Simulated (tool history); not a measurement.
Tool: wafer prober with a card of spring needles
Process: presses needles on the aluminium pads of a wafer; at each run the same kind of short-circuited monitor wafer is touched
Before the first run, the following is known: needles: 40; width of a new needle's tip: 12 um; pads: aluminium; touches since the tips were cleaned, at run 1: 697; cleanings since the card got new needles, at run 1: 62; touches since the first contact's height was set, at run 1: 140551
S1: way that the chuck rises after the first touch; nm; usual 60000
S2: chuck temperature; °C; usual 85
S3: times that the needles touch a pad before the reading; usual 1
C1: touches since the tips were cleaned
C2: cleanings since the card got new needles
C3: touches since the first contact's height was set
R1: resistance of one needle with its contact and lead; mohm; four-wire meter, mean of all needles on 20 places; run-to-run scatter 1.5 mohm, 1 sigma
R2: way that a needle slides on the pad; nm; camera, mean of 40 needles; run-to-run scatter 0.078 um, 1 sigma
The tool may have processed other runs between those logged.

run	hour	S1	S2	S3	C1	C2	C3	R1	R2
1	0	60000	85	1	697	62	140551	142	13600
# hour 2.8: tips cleaned on abrasive film
# hour 6.4: tips cleaned on abrasive film
# hour 10.1: tips cleaned on abrasive film
# hour 14.3: tips cleaned on abrasive film
2	14.3	60000	85	1	0	66	148505	142	13520
# hour 18: tips cleaned on abrasive film
# hour 22.4: tips cleaned on abrasive film
# hour 26.1: tips cleaned on abrasive film
3	29.5	60000	85	1	1939	69	157013	142	13640
# hour 30.5: tips cleaned on abrasive film
# hour 34.9: tips cleaned on abrasive film
4	38.1	60000	108	1	1819	71	161821	149	13790
# hour 39.1: tips cleaned on abrasive film
# hour 42.7: tips cleaned on abrasive film
# hour 43: height of the first contact set anew
# hour 47.5: tips cleaned on abrasive film
# hour 52: tips cleaned on abrasive film
# hour 56.5: tips cleaned on abrasive film
5	57.1	55000	108	1	370	76	7877	148	12360
# hour 60.8: tips cleaned on abrasive film
# hour 65.2: tips cleaned on abrasive film
6	65.9	55000	108	1	383	78	12776	148	12610
# hour 69.5: tips cleaned on abrasive film
# hour 73.2: tips cleaned on abrasive film
# hour 77.7: tips cleaned on abrasive film
# hour 81.4: tips cleaned on abrasive film
7	83.6	55000	108	1	1261	82	22660	145	12590
# hour 85.4: tips cleaned on abrasive film
# hour 90: tips cleaned on abrasive film
# hour 94.5: tips cleaned on abrasive film
# hour 98.9: tips cleaned on abrasive film
8	99.6	60000	85	2	365	86	31577	142	13820
# hour 103.2: tips cleaned on abrasive film
# hour 107.7: tips cleaned on abrasive film
# hour 111.3: tips cleaned on abrasive film
9	114	60000	85	2	1527	89	39652	142	13860
# hour 115.3: tips cleaned on abrasive film
# hour 118.9: tips cleaned on abrasive film
# hour 123.4: tips cleaned on abrasive film
# hour 127.9: tips cleaned on abrasive film
# hour 131.6: tips cleaned on abrasive film
10	132.3	60000	85	1	419	94	49830	141	13680
# hour 136: tips cleaned on abrasive film
# hour 139.6: tips cleaned on abrasive film
# hour 143.3: tips cleaned on abrasive film
11	146.4	60000	85	1	1769	97	57699	145	13910
# hour 147.3: tips cleaned on abrasive film
# hour 151.8: tips cleaned on abrasive film
# hour 156.4: tips cleaned on abrasive film
# hour 160.9: tips cleaned on abrasive film
# hour 164.5: tips cleaned on abrasive film
12	165.2	60000	85	1	375	102	68183	144	13870
# hour 168.8: tips cleaned on abrasive film
# hour 172.5: tips cleaned on abrasive film
# hour 176.2: tips cleaned on abrasive film
13	178.1	60000	85	1	1088	105	75370	143	13700
# hour 179.9: tips cleaned on abrasive film
# hour 183.6: tips cleaned on abrasive film
# hour 187.2: tips cleaned on abrasive film
# hour 191.8: tips cleaned on abrasive film
# hour 196.3: tips cleaned on abrasive film
14	198	60000	114	3	976	110	86483	150	14000
# hour 200.8: tips cleaned on abrasive film
# hour 205.2: tips cleaned on abrasive film
# hour 208.9: tips cleaned on abrasive film
# hour 213.4: tips cleaned on abrasive film
15	216.9	60000	31	2	1978	114	97062	134	13780
# hour 217.9: tips cleaned on abrasive film
# hour 221.5: tips cleaned on abrasive film
# hour 226: tips cleaned on abrasive film
16	226	60000	31	2	0	117	102078	134	13870
# hour 230.5: tips cleaned on abrasive film
# hour 234.1: tips cleaned on abrasive film
# hour 238.6: tips cleaned on abrasive film
17	239.5	60000	77	2	505	120	109646	143	13830
# hour 243.1: tips cleaned on abrasive film
# hour 247.6: tips cleaned on abrasive film
# hour 252.1: tips cleaned on abrasive film
18	253.4	44000	30	1	725	123	117395	137	10210
# hour 256.1: tips cleaned on abrasive film
# hour 260.7: tips cleaned on abrasive film
# hour 265.2: tips cleaned on abrasive film
# hour 269.7: tips cleaned on abrasive film
19	270.2	74000	33	3	256	127	126780	132	17380
# hour 273.8: tips cleaned on abrasive film
# hour 278.4: tips cleaned on abrasive film
20	279.9	74000	33	3	891	129	132246	133	17240
# hour 282.7: tips cleaned on abrasive film
# hour 283.6: gauge calibrated
# hour 286.4: tips cleaned on abrasive film
# hour 290: tips cleaned on abrasive film
# hour 293.7: tips cleaned on abrasive film
# hour 297.3: tips cleaned on abrasive film
21	299.9	41000	33	1	1460	134	143362	140	9410
# hour 301.8: tips cleaned on abrasive film
# hour 306.3: tips cleaned on abrasive film
22	308	77000	29	2	949	136	147870	132	17500
# hour 310.7: tips cleaned on abrasive film
# hour 314.4: tips cleaned on abrasive film
# hour 318.9: tips cleaned on abrasive film
# hour 322.5: tips cleaned on abrasive film
# hour 326.3: tips cleaned on abrasive film
23	326.3	69000	44	2	0	141	158045	137	15690
# hour 330.8: tips cleaned on abrasive film
# hour 334.4: tips cleaned on abrasive film
# hour 338.1: tips cleaned on abrasive film
# hour 338.4: height of the first contact set anew
# hour 342.9: tips cleaned on abrasive film
24	345.5	43000	28	3	1469	145	4010	139	9820
# hour 347.3: tips cleaned on abrasive film
# hour 350.9: tips cleaned on abrasive film
# hour 355.4: tips cleaned on abrasive film
# hour 359.7: tips cleaned on abrasive film
25	359.7	43000	28	3	0	149	11882	136	9750

Some steps in R2 between neighbouring runs. How much of each would the tool show without its hidden state too (settings, what came in, random variation), and how much is left for the hidden state, with any gauge scatter that isn't in both results?
The tool's hidden condition here consists of: debris on the tips, nm; way that the needles fall short of the set height, um; tips' diameter, um; drift of the gauge itself on contact_mohm, %; drift of the gauge itself on scrub_um, %.
Run 18 -> 19: S1 44000 -> 74000, S2 30 -> 33, S3 1 -> 3, tips cleaned on abrasive film, tips cleaned on abrasive film, tips cleaned on abrasive film, tips cleaned on abrasive film. R2 +7170 nm: hidden state +200, all else +6970.
Run 20 -> 21: S1 74000 -> 41000, S3 3 -> 1, tips cleaned on abrasive film, gauge calibrated, tips cleaned on abrasive film, tips cleaned on abrasive film, tips cleaned on abrasive film, tips cleaned on abrasive film. R2 -7830 nm: hidden state -470, all else -7360.
Run 21 -> 22: S1 41000 -> 77000, S2 33 -> 29, S3 1 -> 2, tips cleaned on abrasive film, tips cleaned on abrasive film. R2 +8090 nm: hidden state +30, all else +8060.
